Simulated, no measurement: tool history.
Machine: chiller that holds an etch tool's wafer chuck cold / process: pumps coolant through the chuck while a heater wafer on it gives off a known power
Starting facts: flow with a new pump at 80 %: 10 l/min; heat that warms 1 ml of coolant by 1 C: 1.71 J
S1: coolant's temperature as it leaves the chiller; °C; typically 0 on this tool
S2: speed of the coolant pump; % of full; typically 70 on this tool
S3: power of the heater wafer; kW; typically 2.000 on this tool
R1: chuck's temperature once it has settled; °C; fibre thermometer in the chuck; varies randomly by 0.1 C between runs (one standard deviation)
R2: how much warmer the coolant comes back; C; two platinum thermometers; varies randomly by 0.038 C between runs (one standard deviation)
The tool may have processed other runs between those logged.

Run 1, day 0.000: usual settings. Result: R1 20.9 °C, R2 8.00 C.
Run 2, day 2.225: usual settings but S1 -6 °C. Result: R1 15.0 °C, R2 8.06 C.
Run 3, day 5.650: usual settings but S1 -6 °C. Result: R1 15.0 °C, R2 8.03 C.
Run 4, day 8.796: usual settings but S1 -6 °C. Result: R1 14.7 °C, R2 7.97 C.
Run 5, day 13.425: usual settings. Result: R1 21.1 °C, R2 8.04 C.
Run 6, day 16.125: usual settings. Result: R1 21.1 °C, R2 8.07 C.
Run 7, day 19.971: usual settings. Result: R1 20.8 °C, R2 8.04 C.
At day 24.071: chiller's thermometer calibrated.
Run 8, day 24.525: usual settings but S2 67 % of full. Result: R1 21.7 °C, R2 8.48 C.
Run 9, day 29.096: usual settings but S2 67 % of full. Result: R1 21.6 °C, R2 8.41 C.
Run 10, day 33.875: usual settings but S2 67 % of full. Result: R1 21.6 °C, R2 8.45 C.
Run 11, day 36.796: usual settings but S2 67 % of full. Result: R1 21.8 °C, R2 8.40 C.
Run 12, day 41.279: usual settings but S2 67 % of full, S3 1.231 kW. Result: R1 13.4 °C, R2 5.12 C.
Run 13, day 44.767: usual settings but S2 67 % of full, S3 1.231 kW. Result: R1 13.4 °C, R2 5.15 C.
Run 14, day 48.221: usual settings but S2 67 % of full, S3 1.231 kW. Result: R1 13.3 °C, R2 5.24 C.
Run 15, day 51.129: usual settings but S1 -4 °C. Result: R1 16.9 °C, R2 8.00 C.
Run 16, day 55.792: usual settings but S1 -4 °C. Result: R1 16.9 °C, R2 8.00 C.
Run 17, day 59.162: usual settings but S2 74 % of full, S3 2.412 kW. Result: R1 24.5 °C, R2 9.18 C.
Run 18, day 63.279: usual settings but S1 -5 °C, S2 77 % of full, S3 1.920 kW. Result: R1 14.1 °C, R2 6.97 C.
Run 19, day 67.854: usual settings but S1 -4 °C, S2 97 % of full, S3 1.144 kW. Result: R1 5.7 °C, R2 3.32 C.
Run 20, day 70.171: usual settings but S1 -4 °C, S2 97 % of full, S3 1.144 kW. Result: R1 5.6 °C, R2 3.29 C.
Run 21, day 72.658: usual settings but S1 -4 °C, S2 97 % of full, S3 1.144 kW. Result: R1 5.7 °C, R2 3.37 C.
Run 22, day 77.421: usual settings but S1 -4 °C, S2 97 % of full, S3 1.144 kW. Result: R1 5.7 °C, R2 3.32 C.
Run 23, day 82.092: usual settings but S1 -9 °C, S3 2.430 kW. Result: R1 16.6 °C, R2 9.73 C.
Run 24, day 86.362: usual settings but S1 -9 °C, S3 1.588 kW. Result: R1 7.7 °C, R2 6.37 C.
Run 25, day 89.688: usual settings but S3 2.800 kW. Result: R1 29.6 °C, R2 11.18 C.
At day 91.467: coolant changed, channels flushed.
Run 26, day 94.917: usual settings but S3 2.800 kW. Result: R1 29.3 °C, R2 11.22 C.
Run 27, day 97.488: usual settings but S3 2.800 kW. Result: R1 29.4 °C, R2 11.20 C.
Run 28, day 100.271: usual settings but S1 9 °C, S2 95 % of full, S3 1.227 kW. Result: R1 19.7 °C, R2 3.66 C.
Run 29, day 104.000: usual settings but S1 9 °C, S2 95 % of full, S3 1.227 kW. Result: R1 19.7 °C, R2 3.62 C.
Run 30, day 107.733: usual settings but S1 9 °C, S2 95 % of full, S3 1.227 kW. Result: R1 19.5 °C, R2 3.63 C.
Run 31, day 111.479: usual settings but S1 9 °C, S2 95 % of full, S3 1.227 kW. Result: R1 19.6 °C, R2 3.61 C.

Forecast each of these 3 alternatives for the next run:
Run A, day 116.346: usual settings but S1 9 °C, S2 69 % of full, S3 2.647 kW. Result: R1 ?, R2 ?.
Run B, day 116.346: usual settings but S1 -2 °C, S2 99 % of full, S3 1.227 kW. Result: R1 ?, R2 ?.
Run C, day 116.346: usual settings but S1 8 °C, S2 90 % of full, S3 1.882 kW. Result: R1 ?, R2 ?.

run    R1     R2
  A  36.8  10.89
  B   8.4   3.53
  C  24.8   5.87
What these runs would have given with no unlogged condition in the tool:
run    R1     R2
  A  36.8  10.88
  B   8.4   3.53
  C  24.8   5.87

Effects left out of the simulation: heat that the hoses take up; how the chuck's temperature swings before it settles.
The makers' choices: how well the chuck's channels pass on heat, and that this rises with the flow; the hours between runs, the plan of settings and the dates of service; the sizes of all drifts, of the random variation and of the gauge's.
